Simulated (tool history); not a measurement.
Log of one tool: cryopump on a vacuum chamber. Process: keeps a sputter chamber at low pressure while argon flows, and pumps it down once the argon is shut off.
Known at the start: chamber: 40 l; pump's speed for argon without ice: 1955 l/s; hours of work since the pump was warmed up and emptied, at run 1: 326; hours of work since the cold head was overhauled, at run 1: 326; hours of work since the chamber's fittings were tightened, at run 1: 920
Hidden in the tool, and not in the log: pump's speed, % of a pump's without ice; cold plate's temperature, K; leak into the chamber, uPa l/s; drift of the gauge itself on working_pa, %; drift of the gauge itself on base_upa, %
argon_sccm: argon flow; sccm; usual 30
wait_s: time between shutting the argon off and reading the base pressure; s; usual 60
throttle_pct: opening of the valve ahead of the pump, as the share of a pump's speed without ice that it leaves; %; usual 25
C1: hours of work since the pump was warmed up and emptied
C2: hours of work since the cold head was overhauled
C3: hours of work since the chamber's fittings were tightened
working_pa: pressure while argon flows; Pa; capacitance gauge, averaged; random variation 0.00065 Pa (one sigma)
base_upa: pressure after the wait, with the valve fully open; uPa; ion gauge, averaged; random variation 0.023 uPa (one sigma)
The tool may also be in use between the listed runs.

run 1 day=0.000 | argon_sccm=30 wait_s=60 throttle_pct=25 | C1=326 C2=326 C3=920 | working_pa=0.1117 base_upa=0.93
run 2 day=0.792 | argon_sccm=30 wait_s=69 throttle_pct=25 | C1=342 C2=342 C3=937 | working_pa=0.1137 base_upa=0.84
run 3 day=1.450 | argon_sccm=30 wait_s=60 throttle_pct=23 | C1=356 C2=356 C3=950 | working_pa=0.1226 base_upa=0.95
-- day=2.129 pump warmed up, emptied and cooled again
run 4 day=2.325 | argon_sccm=30 wait_s=60 throttle_pct=23 | C1=4 C2=370 C3=964 | working_pa=0.1116 base_upa=0.85
run 5 day=3.058 | argon_sccm=30 wait_s=60 throttle_pct=25 | C1=19 C2=385 C3=979 | working_pa=0.1035 base_upa=0.84
run 6 day=3.588 | argon_sccm=28 wait_s=60 throttle_pct=25 | C1=30 C2=396 C3=990 | working_pa=0.0969 base_upa=0.85
run 7 day=4.129 | argon_sccm=28 wait_s=60 throttle_pct=25 | C1=42 C2=407 C3=1002 | working_pa=0.0979 base_upa=0.86
run 8 day=4.779 | argon_sccm=28 wait_s=60 throttle_pct=25 | C1=55 C2=421 C3=1015 | working_pa=0.0991 base_upa=0.87
run 9 day=5.533 | argon_sccm=28 wait_s=60 throttle_pct=25 | C1=71 C2=436 C3=1031 | working_pa=0.0982 base_upa=0.90
run 10 day=6.288 | argon_sccm=28 wait_s=60 throttle_pct=25 | C1=86 C2=452 C3=1046 | working_pa=0.0986 base_upa=0.84
run 11 day=7.012 | argon_sccm=28 wait_s=60 throttle_pct=25 | C1=101 C2=467 C3=1061 | working_pa=0.0982 base_upa=0.91
run 12 day=7.396 | argon_sccm=28 wait_s=60 throttle_pct=25 | C1=109 C2=475 C3=1069 | working_pa=0.0986 base_upa=0.88
run 13 day=7.900 | argon_sccm=28 wait_s=60 throttle_pct=25 | C1=120 C2=485 C3=1080 | working_pa=0.0991 base_upa=0.91
run 14 day=8.412 | argon_sccm=28 wait_s=60 throttle_pct=25 | C1=131 C2=496 C3=1091 | working_pa=0.0994 base_upa=0.93
run 15 day=9.050 | argon_sccm=28 wait_s=60 throttle_pct=25 | C1=144 C2=509 C3=1104 | working_pa=0.0991 base_upa=0.94
run 16 day=9.512 | argon_sccm=45 wait_s=60 throttle_pct=21 | C1=153 C2=519 C3=1113 | working_pa=0.1909 base_upa=0.91
run 17 day=9.904 | argon_sccm=45 wait_s=60 throttle_pct=21 | C1=162 C2=527 C3=1122 | working_pa=0.1921 base_upa=0.94
run 18 day=10.583 | argon_sccm=14 wait_s=283 throttle_pct=25 | C1=176 C2=541 C3=1136 | working_pa=0.0509 base_upa=0.52
run 19 day=10.917 | argon_sccm=14 wait_s=283 throttle_pct=25 | C1=183 C2=548 C3=1143 | working_pa=0.0512 base_upa=0.48
run 20 day=11.525 | argon_sccm=14 wait_s=283 throttle_pct=25 | C1=195 C2=561 C3=1155 | working_pa=0.0508 base_upa=0.49
run 21 day=12.246 | argon_sccm=26 wait_s=30 throttle_pct=21 | C1=210 C2=576 C3=1170 | working_pa=0.1119 base_upa=1.46
run 22 day=12.679 | argon_sccm=26 wait_s=30 throttle_pct=21 | C1=219 C2=585 C3=1179 | working_pa=0.1130 base_upa=1.42
run 23 day=13.212 | argon_sccm=26 wait_s=26 throttle_pct=21 | C1=230 C2=596 C3=1190 | working_pa=0.1128 base_upa=1.60
run 24 day=14.000 | argon_sccm=41 wait_s=60 throttle_pct=35 | C1=247 C2=612 C3=1207 | working_pa=0.1095 base_upa=0.98
run 25 day=14.729 | argon_sccm=12 wait_s=40 throttle_pct=34 | C1=262 C2=627 C3=1222 | working_pa=0.0335 base_upa=1.27
run 26 day=15.362 | argon_sccm=12 wait_s=40 throttle_pct=34 | C1=275 C2=640 C3=1235 | working_pa=0.0336 base_upa=1.26
run 27 day=15.700 | argon_sccm=45 wait_s=54 throttle_pct=25 | C1=282 C2=647 C3=1242 | working_pa=0.1657 base_upa=1.03

Measured less the same run without the tool's hidden state. The same run-to-run variation is in both; the gauge's scatter may not be:
run=1 working_pa=+0.0087 base_upa=+0.22
run=2 working_pa=+0.0094 base_upa=+0.24
run=3 working_pa=+0.0099 base_upa=+0.26
run=4 working_pa=+0.0004 base_upa=+0.15
run=5 working_pa=+0.0007 base_upa=+0.16
run=6 working_pa=+0.0009 base_upa=+0.16
run=7 working_pa=+0.0011 base_upa=+0.16
run=8 working_pa=+0.0013 base_upa=+0.17
run=9 working_pa=+0.0016 base_upa=+0.17
run=10 working_pa=+0.0019 base_upa=+0.18
run=11 working_pa=+0.0023 base_upa=+0.19
run=12 working_pa=+0.0025 base_upa=+0.19
run=13 working_pa=+0.0027 base_upa=+0.19
run=14 working_pa=+0.0029 base_upa=+0.20
run=15 working_pa=+0.0032 base_upa=+0.21
run=16 working_pa=+0.0056 base_upa=+0.21
run=17 working_pa=+0.0059 base_upa=+0.22
run=18 working_pa=+0.0020 base_upa=+0.23
run=19 working_pa=+0.0021 base_upa=+0.23
run=20 working_pa=+0.0022 base_upa=+0.22
run=21 working_pa=+0.0046 base_upa=+0.23
run=22 working_pa=+0.0047 base_upa=+0.24
run=23 working_pa=+0.0051 base_upa=+0.25
run=24 working_pa=+0.0084 base_upa=+0.26
run=25 working_pa=+0.0026 base_upa=+0.27
run=26 working_pa=+0.0028 base_upa=+0.28
run=27 working_pa=+0.0108 base_upa=+0.27
